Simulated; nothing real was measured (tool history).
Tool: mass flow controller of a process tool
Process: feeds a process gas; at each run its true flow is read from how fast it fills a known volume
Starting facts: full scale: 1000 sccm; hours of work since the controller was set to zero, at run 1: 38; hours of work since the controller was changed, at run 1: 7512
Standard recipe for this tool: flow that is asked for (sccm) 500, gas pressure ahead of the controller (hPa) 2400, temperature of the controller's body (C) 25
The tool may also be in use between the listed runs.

run	hour	flow that is asked for (sccm)	gas pressure ahead of the controller (hPa)	temperature of the controller's body (C)	hours of work since the controller was set to zero	hours of work since the controller was changed	true flow (%)
1	0.0	500	2400	25	38	7512	96.67
2	432.4	500	2400	25	301	7775	96.79
3	878.8	500	2400	25	572	8046	96.74
4	1187.0	500	2400	25	760	8234	96.72
5	1531.6	500	2400	25	969	8443	96.71
6	1810.2	500	2400	25	1139	8613	96.81
7	2277.3	500	2400	25	1423	8897	96.72
8	2631.3	500	2400	25	1638	9112	96.74
9	3084.7	676	1820	25	1914	9388	96.76
10	3333.1	676	1820	25	2065	9539	96.92
11	3765.9	500	2050	32	2328	9802	97.68
12	4077.3	144	2050	32	2518	9992	99.61
13	4355.2	144	2050	32	2687	10161	99.72
14	4851.7	144	2050	32	2989	10463	100.17
15	5369.6	144	2050	32	3304	10778	100.24

3 options for the next run, each taken on its own from the tool as it stands now. Forecast them:
# hour 5408.7: controller exchanged for a calibrated one
A	5616.1	148	1710	38	126	126	?
# hour 5408.7: controller exchanged for a calibrated one
B	5616.1	103	2400	25	126	126	?
# hour 5408.7: controller exchanged for a calibrated one
C	5616.1	144	2570	27	126	126	?

run	true flow (%)
A	101.34
B	99.78
C	99.87
Without the tool's hidden state the same runs would have given:
run	true flow (%)
A	100.92
B	99.22
C	99.44

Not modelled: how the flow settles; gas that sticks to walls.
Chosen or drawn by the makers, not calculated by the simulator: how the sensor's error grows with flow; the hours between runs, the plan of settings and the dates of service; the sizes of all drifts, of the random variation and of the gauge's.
